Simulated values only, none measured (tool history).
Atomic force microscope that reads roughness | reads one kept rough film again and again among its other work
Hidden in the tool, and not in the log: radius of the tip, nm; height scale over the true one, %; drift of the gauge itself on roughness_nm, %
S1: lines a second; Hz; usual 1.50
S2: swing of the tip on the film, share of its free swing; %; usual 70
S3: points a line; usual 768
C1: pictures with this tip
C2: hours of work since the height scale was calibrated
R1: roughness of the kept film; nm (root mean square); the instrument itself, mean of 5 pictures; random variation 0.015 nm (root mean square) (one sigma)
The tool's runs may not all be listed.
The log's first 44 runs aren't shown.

{"run": 45, "hour": 787.9, "S1": 1.33, "S2": 70, "S3": 417, "C1": 70, "C2": 655, "R1": 2.674}
{"hour": 798.2, "done": "new tip fitted"}
{"run": 46, "hour": 808.2, "S1": 1.5, "S2": 70, "S3": 905, "C1": 18, "C2": 668, "R1": 3.398}
{"run": 47, "hour": 822.0, "S1": 1.93, "S2": 70, "S3": 724, "C1": 44, "C2": 677, "R1": 2.979}
{"hour": 846.9, "done": "new tip fitted"}
{"run": 48, "hour": 847.2, "S1": 0.69, "S2": 62, "S3": 768, "C1": 1, "C2": 692, "R1": 3.879}
{"run": 49, "hour": 864.3, "S1": 2.46, "S2": 57, "S3": 620, "C1": 32, "C2": 703, "R1": 3.26}
{"run": 50, "hour": 874.6, "S1": 2.46, "S2": 57, "S3": 620, "C1": 51, "C2": 710, "R1": 3.056}
{"hour": 895.9, "done": "new tip fitted"}
{"run": 51, "hour": 898.3, "S1": 2.46, "S2": 57, "S3": 620, "C1": 4, "C2": 725, "R1": 3.662}
{"run": 52, "hour": 917.9, "S1": 2.43, "S2": 59, "S3": 509, "C1": 40, "C2": 738, "R1": 3.01}
{"run": 53, "hour": 940.8, "S1": 2.43, "S2": 59, "S3": 509, "C1": 83, "C2": 752, "R1": 2.578}

Forecast each of these 3 alternatives for the next run:
{"hour": 944.7, "done": "new tip fitted"}
{"run": "A", "hour": 952.5, "S1": 1.86, "S2": 59, "S3": 344, "C1": 14, "C2": 760, "R1": "?"}
{"hour": 944.7, "done": "new tip fitted"}
{"run": "B", "hour": 952.5, "S1": 2.26, "S2": 70, "S3": 768, "C1": 14, "C2": 760, "R1": "?"}
{"hour": 944.7, "done": "new tip fitted"}
{"run": "C", "hour": 952.5, "S1": 2.43, "S2": 59, "S3": 626, "C1": 14, "C2": 760, "R1": "?"}

run=A R1=3.450
run=B R1=3.349
run=C R1=3.488
Without the tool's hidden state the same runs would have given:
run=A R1=3.738
run=B R1=3.629
run=C R1=3.779
